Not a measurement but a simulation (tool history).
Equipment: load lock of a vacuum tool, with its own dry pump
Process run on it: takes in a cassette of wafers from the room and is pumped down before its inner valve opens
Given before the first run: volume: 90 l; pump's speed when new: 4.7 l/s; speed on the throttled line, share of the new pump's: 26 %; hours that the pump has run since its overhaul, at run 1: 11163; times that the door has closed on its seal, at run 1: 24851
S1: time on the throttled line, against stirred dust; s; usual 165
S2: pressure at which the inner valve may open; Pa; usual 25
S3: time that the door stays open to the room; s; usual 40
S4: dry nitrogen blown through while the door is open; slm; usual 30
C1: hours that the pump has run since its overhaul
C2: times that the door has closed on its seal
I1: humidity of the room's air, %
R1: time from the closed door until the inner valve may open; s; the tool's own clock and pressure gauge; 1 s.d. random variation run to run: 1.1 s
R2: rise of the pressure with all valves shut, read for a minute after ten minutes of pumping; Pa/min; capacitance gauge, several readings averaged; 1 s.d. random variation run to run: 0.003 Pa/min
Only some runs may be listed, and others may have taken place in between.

{"run": 1, "hour": 0.0, "S1": 165, "S2": 25, "S3": 40, "S4": 30, "C1": 11163, "C2": 24851, "I1": 42.1, "R1": 286.6, "R2": 0.145}
{"run": 2, "hour": 211.1, "S1": 165, "S2": 25, "S3": 40, "S4": 18, "C1": 11374, "C2": 25414, "I1": 45.8, "R1": 288.0, "R2": 0.151}
{"run": 3, "hour": 340.9, "S1": 165, "S2": 25, "S3": 40, "S4": 18, "C1": 11504, "C2": 25761, "I1": 42.2, "R1": 287.6, "R2": 0.155}
{"run": 4, "hour": 485.5, "S1": 165, "S2": 25, "S3": 40, "S4": 18, "C1": 11648, "C2": 26147, "I1": 48.5, "R1": 288.3, "R2": 0.157}
{"run": 5, "hour": 650.6, "S1": 165, "S2": 25, "S3": 34, "S4": 18, "C1": 11814, "C2": 26588, "I1": 44.4, "R1": 285.0, "R2": 0.161}
{"run": 6, "hour": 781.7, "S1": 165, "S2": 25, "S3": 40, "S4": 30, "C1": 11945, "C2": 26938, "I1": 44.7, "R1": 287.4, "R2": 0.163}
{"run": 7, "hour": 955.9, "S1": 165, "S2": 25, "S3": 40, "S4": 30, "C1": 12119, "C2": 27403, "I1": 41.3, "R1": 289.4, "R2": 0.166}
{"run": 8, "hour": 1214.4, "S1": 165, "S2": 25, "S3": 40, "S4": 30, "C1": 12377, "C2": 28093, "I1": 47.8, "R1": 289.6, "R2": 0.182}
{"run": 9, "hour": 1382.7, "S1": 165, "S2": 25, "S3": 40, "S4": 30, "C1": 12546, "C2": 28542, "I1": 45.3, "R1": 288.3, "R2": 0.17}
{"run": 10, "hour": 1613.9, "S1": 165, "S2": 25, "S3": 40, "S4": 30, "C1": 12777, "C2": 29159, "I1": 45.3, "R1": 287.3, "R2": 0.182}
{"run": 11, "hour": 1845.7, "S1": 165, "S2": 25, "S3": 40, "S4": 30, "C1": 13009, "C2": 29778, "I1": 45.7, "R1": 287.7, "R2": 0.183}
{"run": 12, "hour": 2049.0, "S1": 165, "S2": 25, "S3": 40, "S4": 13, "C1": 13212, "C2": 30321, "I1": 46.4, "R1": 288.8, "R2": 0.195}
{"run": 13, "hour": 2229.5, "S1": 165, "S2": 25, "S3": 40, "S4": 30, "C1": 13392, "C2": 30803, "I1": 47.4, "R1": 286.3, "R2": 0.198}
{"run": 14, "hour": 2365.7, "S1": 165, "S2": 25, "S3": 40, "S4": 30, "C1": 13529, "C2": 31166, "I1": 44.2, "R1": 287.4, "R2": 0.197}
{"run": 15, "hour": 2620.3, "S1": 165, "S2": 25, "S3": 52, "S4": 30, "C1": 13783, "C2": 31846, "I1": 45.6, "R1": 291.3, "R2": 0.208}
{"run": 16, "hour": 2846.9, "S1": 165, "S2": 25, "S3": 52, "S4": 30, "C1": 14010, "C2": 32451, "I1": 44.8, "R1": 289.0, "R2": 0.205}
{"run": 17, "hour": 3056.7, "S1": 165, "S2": 25, "S3": 52, "S4": 7, "C1": 14220, "C2": 33011, "I1": 45.0, "R1": 290.1, "R2": 0.228}
{"run": 18, "hour": 3331.7, "S1": 165, "S2": 18, "S3": 40, "S4": 30, "C1": 14495, "C2": 33745, "I1": 45.4, "R1": 296.8, "R2": 0.212}
{"run": 19, "hour": 3477.0, "S1": 127, "S2": 21, "S3": 96, "S4": 30, "C1": 14640, "C2": 34133, "I1": 44.3, "R1": 266.7, "R2": 0.23}
{"run": 20, "hour": 3707.3, "S1": 127, "S2": 21, "S3": 96, "S4": 30, "C1": 14870, "C2": 34747, "I1": 46.9, "R1": 266.5, "R2": 0.232}
{"run": 21, "hour": 3821.0, "S1": 101, "S2": 19, "S3": 96, "S4": 10, "C1": 14984, "C2": 35051, "I1": 45.9, "R1": 251.1, "R2": 0.254}
{"run": 22, "hour": 4087.2, "S1": 139, "S2": 25, "S3": 90, "S4": 13, "C1": 15250, "C2": 35762, "I1": 45.9, "R1": 272.3, "R2": 0.258}
{"hour": 4123.5, "done": "dry pump taken out, an overhauled one fitted"}
{"run": 23, "hour": 4371.1, "S1": 280, "S2": 47, "S3": 40, "S4": 15, "C1": 248, "C2": 36503, "I1": 42.4, "R1": 352.9, "R2": 0.249}
{"run": 24, "hour": 4587.8, "S1": 221, "S2": 43, "S3": 40, "S4": 15, "C1": 464, "C2": 37082, "I1": 42.8, "R1": 311.6, "R2": 0.249}
{"run": 25, "hour": 4708.5, "S1": 87, "S2": 31, "S3": 31, "S4": 16, "C1": 585, "C2": 37404, "I1": 43.9, "R1": 220.5, "R2": 0.258}
{"run": 26, "hour": 4904.0, "S1": 87, "S2": 31, "S3": 29, "S4": 16, "C1": 780, "C2": 37926, "I1": 40.4, "R1": 219.1, "R2": 0.259}
{"run": 27, "hour": 5027.8, "S1": 100, "S2": 47, "S3": 29, "S4": 16, "C1": 904, "C2": 38257, "I1": 46.8, "R1": 221.1, "R2": 0.267}
{"run": 28, "hour": 5216.3, "S1": 100, "S2": 47, "S3": 29, "S4": 16, "C1": 1093, "C2": 38760, "I1": 46.9, "R1": 222.5, "R2": 0.268}
{"run": 29, "hour": 5379.7, "S1": 100, "S2": 26, "S3": 43, "S4": 6, "C1": 1256, "C2": 39196, "I1": 47.1, "R1": 233.3, "R2": 0.289}
{"run": 30, "hour": 5603.8, "S1": 165, "S2": 24, "S3": 40, "S4": 22, "C1": 1480, "C2": 39794, "I1": 45.3, "R1": 285.5, "R2": 0.288}
{"run": 31, "hour": 5843.6, "S1": 165, "S2": 25, "S3": 77, "S4": 27, "C1": 1720, "C2": 40434, "I1": 46.2, "R1": 280.7, "R2": 0.297}
{"run": 32, "hour": 6004.4, "S1": 165, "S2": 22, "S3": 40, "S4": 8, "C1": 1881, "C2": 40863, "I1": 46.0, "R1": 285.3, "R2": 0.302}
{"run": 33, "hour": 6223.8, "S1": 95, "S2": 25, "S3": 70, "S4": 30, "C1": 2100, "C2": 41449, "I1": 45.6, "R1": 230.4, "R2": 0.305}
{"run": 34, "hour": 6371.9, "S1": 95, "S2": 25, "S3": 70, "S4": 30, "C1": 2248, "C2": 41845, "I1": 42.0, "R1": 229.8, "R2": 0.301}
{"run": 35, "hour": 6509.5, "S1": 184, "S2": 23, "S3": 70, "S4": 6, "C1": 2386, "C2": 42212, "I1": 43.6, "R1": 297.2, "R2": 0.321}

Results per run with the tool's hidden condition removed, run-to-run variation unchanged:
Hidden state present: pump's speed, % of a new pump's; leak at the door's seal, Pa l/s; drift of the gauge itself on ready_s, %; drift of the gauge itself on rise_pa_min, %.
run=1 R1=278.9 R2=0.015
run=2 R1=280.0 R2=0.017
run=3 R1=279.6 R2=0.018
run=4 R1=280.1 R2=0.019
run=5 R1=276.8 R2=0.017
run=6 R1=279.0 R2=0.014
run=7 R1=280.8 R2=0.017
run=8 R1=280.8 R2=0.024
run=9 R1=279.4 R2=0.013
run=10 R1=278.2 R2=0.018
run=11 R1=278.4 R2=0.014
run=12 R1=279.3 R2=0.020
run=13 R1=276.7 R2=0.019
run=14 R1=277.7 R2=0.016
run=15 R1=281.2 R2=0.020
run=16 R1=278.7 R2=0.013
run=17 R1=279.7 R2=0.032
run=18 R1=285.5 R2=0.009
run=19 R1=254.6 R2=0.021
run=20 R1=254.2 R2=0.021
run=21 R1=237.8 R2=0.035
run=22 R1=259.8 R2=0.032
run=23 R1=352.3 R2=0.017
run=24 R1=310.6 R2=0.016
run=25 R1=218.9 R2=0.018
run=26 R1=217.4 R2=0.013
run=27 R1=219.5 R2=0.019
run=28 R1=220.7 R2=0.016
run=29 R1=231.2 R2=0.029
run=30 R1=283.1 R2=0.025
run=31 R1=278.5 R2=0.024
run=32 R1=282.9 R2=0.025
run=33 R1=227.5 R2=0.023
run=34 R1=226.7 R2=0.017
run=35 R1=294.6 R2=0.034

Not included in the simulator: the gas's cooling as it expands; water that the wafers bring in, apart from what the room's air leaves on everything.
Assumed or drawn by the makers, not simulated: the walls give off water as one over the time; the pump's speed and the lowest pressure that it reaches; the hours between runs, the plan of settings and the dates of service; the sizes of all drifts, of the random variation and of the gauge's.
